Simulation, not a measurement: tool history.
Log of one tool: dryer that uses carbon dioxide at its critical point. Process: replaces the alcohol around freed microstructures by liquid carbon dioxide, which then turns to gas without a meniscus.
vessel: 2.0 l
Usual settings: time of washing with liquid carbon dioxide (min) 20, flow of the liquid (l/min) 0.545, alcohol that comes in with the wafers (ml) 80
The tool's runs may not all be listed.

run   hour  time of washing with liquid carbon dioxide (min)  flow of the liquid (l/min)  alcohol that comes in with the wafers (ml)  alcohol left in the vessel before it's heated (ppm by volume)
  1      0                                                20                       0.545                                          80                                                            351
  2   16.9                                                20                       0.545                                          80                                                            356
  3   27.1                                                20                       0.545                                          80                                                            358
  4   39.9                                                20                       0.399                                          80                                                           1235
  5   51.7                                                20                       0.399                                          80                                                           1286
  6   69.6                                                12                       0.545                                          80                                                           2281
  7   78.5                                                20                       0.545                                          80                                                            415
  8   95.1                                                15                       0.545                                          80                                                           1230
  9  110.7                                                20                       0.545                                          80                                                            430
 10    120                                                19                       0.545                                          80                                                            541
 11  135.5                                                19                       0.484                                          80                                                            884
 12    148                                                20                       0.545                                          28                                                            224
 13  163.4                                                20                       0.545                                          28                                                            238
 14  177.1                                                20                       0.545                                          28                                                            255
 15  193.5                                                25                       0.408                                          76                                                            650
 16  201.4                                                25                       0.408                                          76                                                            646
 17  214.8                                                21                       0.703                                          29                                                            152
 18  228.4                                                20                        0.37                                          35                                                            951
 19  241.8                                                20                        0.37                                          35                                                            947
 20  249.5                                                20                       0.499                                          80                                                            770
 21  266.8                                                20                       0.499                                          80                                                            795
 22  280.7                                                12                       0.507                                         110                                                           4643

The same runs without the tool's hidden state, with the same run-to-run variation:
The hidden state here: flow that reaches the vessel past the clogged filter, %; alcohol in the recycled carbon dioxide, ppm; drift of the gauge itself on alcohol_ppm, %.
run  alcohol left in the vessel before it's heated (ppm by volume)
  1                                                            227
  2                                                            216
  3                                                            213
  4                                                            883
  5                                                            906
  6                                                           1701
  7                                                            225
  8                                                            806
  9                                                            214
 10                                                            281
 11                                                            509
 12                                                             76
 13                                                             83
 14                                                             87
 15                                                            301
 16                                                            300
 17                                                             17
 18                                                            525
 19                                                            516
 20                                                            343
 21                                                            339
 22                                                           2972
